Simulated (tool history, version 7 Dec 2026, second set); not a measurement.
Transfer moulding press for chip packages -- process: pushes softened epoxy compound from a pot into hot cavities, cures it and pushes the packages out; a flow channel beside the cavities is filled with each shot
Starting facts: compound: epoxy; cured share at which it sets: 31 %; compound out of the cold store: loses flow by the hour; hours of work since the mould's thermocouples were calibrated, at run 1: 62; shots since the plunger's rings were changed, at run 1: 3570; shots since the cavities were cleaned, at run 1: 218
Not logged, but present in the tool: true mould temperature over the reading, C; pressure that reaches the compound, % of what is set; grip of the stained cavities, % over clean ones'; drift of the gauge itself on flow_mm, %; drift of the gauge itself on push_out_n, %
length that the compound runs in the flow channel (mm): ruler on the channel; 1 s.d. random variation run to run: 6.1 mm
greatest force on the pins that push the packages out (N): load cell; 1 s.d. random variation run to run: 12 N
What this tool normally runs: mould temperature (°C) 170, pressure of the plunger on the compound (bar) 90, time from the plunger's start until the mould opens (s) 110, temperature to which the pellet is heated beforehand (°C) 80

run   hour  mould temperature (°C)  pressure of the plunger on the compound (bar)  time from the plunger's start until the mould opens (s)  temperature to which the pellet is heated beforehand (°C)  hours of work since the mould's thermocouples were calibrated  shots since the plunger's rings were changed  shots since the cavities were cleaned  incoming compound's hours out of the cold store  length that the compound runs in the flow channel (mm)  greatest force on the pins that push the packages out (N)
  1      0                     170                                             90                                                      110                                                         80                                                             62                                          3570                                    218                                             22.1                                                     657                                                        563
  2     10                     170                                             90                                                       91                                                         80                                                             67                                          3662                                    310                                               33                                                     632                                                        867
  3   18.9                     170                                             90                                                       91                                                         80                                                             71                                          3745                                    393                                             18.5                                                     677                                                        900
  4   23.5                     170                                             90                                                       91                                                         80                                                             74                                          3787                                    435                                             28.1                                                     652                                                        874
  5   32.4                     170                                             90                                                       91                                                         80                                                             78                                          3870                                    518                                             24.7                                                     656                                                        878
  6   42.4                     170                                             90                                                      110                                                         80                                                             84                                          3962                                    610                                             32.9                                                     637                                                        539
  7   51.8                     170                                             90                                                      110                                                         80                                                             89                                          4049                                    697                                             14.5                                                     669                                                        541
  8   56.1                     170                                             90                                                      110                                                         80                                                             91                                          4089                                    737                                             32.4                                                     638                                                        524
  9   65.6                     170                                             90                                                       97                                                         80                                                             96                                          4176                                    824                                             46.7                                                     620                                                        709
 10   72.6                     170                                             90                                                       97                                                         80                                                             99                                          4241                                    889                                             23.3                                                     655                                                        747
 11     79                     170                                             90                                                       97                                                         80                                                            103                                          4300                                    948                                             37.2                                                     635                                                        717
 12   85.3                     170                                             90                                                       97                                                         80                                                            106                                          4358                                   1006                                               22                                                     646                                                        729
 13     94                     170                                             90                                                       97                                                         80                                                            111                                          4438                                   1086                                             11.8                                                     677                                                        754
      97.4  -- cavities cleaned with cleaning compound and waxed
 14  103.3                     170                                             90                                                       97                                                         80                                                            115                                          4511                                     55                                             22.2                                                     660                                                        745
 15  112.8                     170                                             90                                                       97                                                         80                                                            120                                          4598                                    142                                             47.6                                                     620                                                        676
 16  118.1                     170                                             90                                                       97                                                         80                                                            122                                          4647                                    191                                             39.8                                                     631                                                        714
 17  123.9                     173                                             90                                                       97                                                         80                                                            125                                          4701                                    245                                             23.8                                                     651                                                        565
 18  132.9                     173                                             90                                                       97                                                         80                                                            130                                          4784                                    328                                             45.7                                                     609                                                        574
 19  139.2                     172                                           94.2                                                      106                                                         77                                                            133                                          4842                                    386                                               32                                                     659                                                        525
 20  146.6                     175                                           89.1                                                       97                                                         86                                                            137                                          4910                                    454                                             34.2                                                     621                                                        495
 21  155.6                     173                                             90                                                       90                                                         80                                                            142                                          4993                                    537                                             31.9                                                     632                                                        705
 22  160.2                     173                                             90                                                       90                                                         80                                                            144                                          5036                                    580                                               10                                                     668                                                        711
 23  167.3                     173                                             90                                                       90                                                         80                                                            148                                          5101                                    645                                             36.2                                                     627                                                        650
 24  177.4                     169                                             90                                                      110                                                         73                                                            153                                          5195                                    739                                             28.6                                                     652                                                        621
 25  187.8                     171                                           95.9                                                      110                                                         72                                                            159                                          5290                                    834                                             29.5                                                     664                                                        513
 26  197.9                     170                                             90                                                      101                                                         80                                                            164                                          5384                                    928                                             17.4                                                     671                                                        677
 27    206                     174                                           94.7                                                      110                                                         89                                                            168                                          5458                                   1002                                             24.4                                                     664                                                        421
 28  214.9                     174                                           94.7                                                      110                                                         89                                                            173                                          5541                                   1085                                               13                                                     690                                                        428
     218.6  -- cavities cleaned with cleaning compound and waxed
 29  224.9                     174                                           94.7                                                      110                                                         89                                                            177                                          5620                                     59                                             44.8                                                     628                                                        424
 30  230.4                     162                                           94.7                                                      110                                                         89                                                            180                                          5671                                    110                                             20.1                                                     696                                                       1063

For each entry between runs, how does the tool's hidden state at the last listed run before it compare with that at the first listed run after it?
After run 13, before run 14: cavities cleaned with cleaning compound and waxed (hour 97.4)
  grip of the stained cavities, % over clean ones': 0.7 -> 0.1
After run 28, before run 29: cavities cleaned with cleaning compound and waxed (hour 218.6)
  grip of the stained cavities, % over clean ones': 0.7 -> 0.1

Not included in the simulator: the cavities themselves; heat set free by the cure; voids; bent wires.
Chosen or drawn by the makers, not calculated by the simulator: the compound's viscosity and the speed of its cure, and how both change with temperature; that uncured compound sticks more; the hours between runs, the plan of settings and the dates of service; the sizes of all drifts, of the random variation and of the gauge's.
